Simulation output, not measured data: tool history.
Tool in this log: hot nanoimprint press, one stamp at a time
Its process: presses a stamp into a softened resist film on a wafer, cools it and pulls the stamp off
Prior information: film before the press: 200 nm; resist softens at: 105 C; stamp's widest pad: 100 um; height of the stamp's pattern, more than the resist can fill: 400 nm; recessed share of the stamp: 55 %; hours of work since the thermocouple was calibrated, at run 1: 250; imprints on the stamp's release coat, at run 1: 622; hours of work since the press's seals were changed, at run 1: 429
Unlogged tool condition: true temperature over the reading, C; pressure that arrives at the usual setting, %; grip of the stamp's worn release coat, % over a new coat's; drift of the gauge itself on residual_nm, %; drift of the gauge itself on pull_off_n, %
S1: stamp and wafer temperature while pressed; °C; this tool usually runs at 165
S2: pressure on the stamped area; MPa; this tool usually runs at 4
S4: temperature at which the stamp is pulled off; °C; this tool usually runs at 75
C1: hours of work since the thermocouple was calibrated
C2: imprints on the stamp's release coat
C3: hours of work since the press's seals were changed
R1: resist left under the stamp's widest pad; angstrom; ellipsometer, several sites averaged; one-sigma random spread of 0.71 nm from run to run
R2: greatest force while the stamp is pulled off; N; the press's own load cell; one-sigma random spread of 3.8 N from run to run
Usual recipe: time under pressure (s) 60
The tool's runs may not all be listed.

run 1 day=0 | S1=165 S2=4 time_under_pressure_(s)=60 S4=75 | C1=250 C2=622 C3=429 | R1=818 R2=207
run 2 day=1.138 | S1=165 S2=4 time_under_pressure_(s)=60 S4=75 | C1=261 C2=663 C3=440 | R1=813 R2=206
run 3 day=2.088 | S1=165 S2=4 time_under_pressure_(s)=60 S4=75 | C1=270 C2=698 C3=449 | R1=826 R2=221
run 4 day=3.042 | S1=165 S2=4 time_under_pressure_(s)=60 S4=75 | C1=279 C2=732 C3=458 | R1=809 R2=218
-- day=3.338 plate thermocouple calibrated
-- day=4.408 stamp cleaned and given a new release coat
run 5 day=4.408 | S1=165 S2=4 time_under_pressure_(s)=60 S4=75 | C1=8 C2=0 C3=467 | R1=799 R2=180
run 6 day=5.471 | S1=164 S2=4 time_under_pressure_(s)=60 S4=75 | C1=18 C2=38 C3=478 | R1=852 R2=185
-- day=6.738 plate thermocouple calibrated, once more
run 7 day=7.438 | S1=168 S2=4 time_under_pressure_(s)=83 S4=75 | C1=7 C2=105 C3=495 | R1=607 R2=184
run 8 day=8.4 | S1=168 S2=5.94 time_under_pressure_(s)=110 S4=75 | C1=16 C2=141 C3=504 | R1=444 R2=184
run 9 day=9.729 | S1=165 S2=6.09 time_under_pressure_(s)=40 S4=74 | C1=29 C2=189 C3=517 | R1=813 R2=187
run 10 day=10.946 | S1=165 S2=6.09 time_under_pressure_(s)=40 S4=74 | C1=40 C2=233 C3=529 | R1=802 R2=194
run 11 day=12.688 | S1=165 S2=4 time_under_pressure_(s)=60 S4=72 | C1=57 C2=297 C3=546 | R1=828 R2=200

A few steps of R1 between consecutive runs. Split each: what settings, incoming material and random variation would produce without the hidden state, and what is left over for the hidden state, along with gauge scatter present in only one of the two compared results (measured, and without hidden state):
Run 6 -> 7: S1 164 -> 168, time under pressure (s) 60 -> 83, plate thermocouple calibrated, once more. R1 -245 angstrom: hidden state +29, all else -274.
Run 8 -> 9: S1 168 -> 165, S2 5.94 -> 6.09, time under pressure (s) 110 -> 40, S4 75 -> 74. R1 +369 angstrom: hidden state +0, all else +369.

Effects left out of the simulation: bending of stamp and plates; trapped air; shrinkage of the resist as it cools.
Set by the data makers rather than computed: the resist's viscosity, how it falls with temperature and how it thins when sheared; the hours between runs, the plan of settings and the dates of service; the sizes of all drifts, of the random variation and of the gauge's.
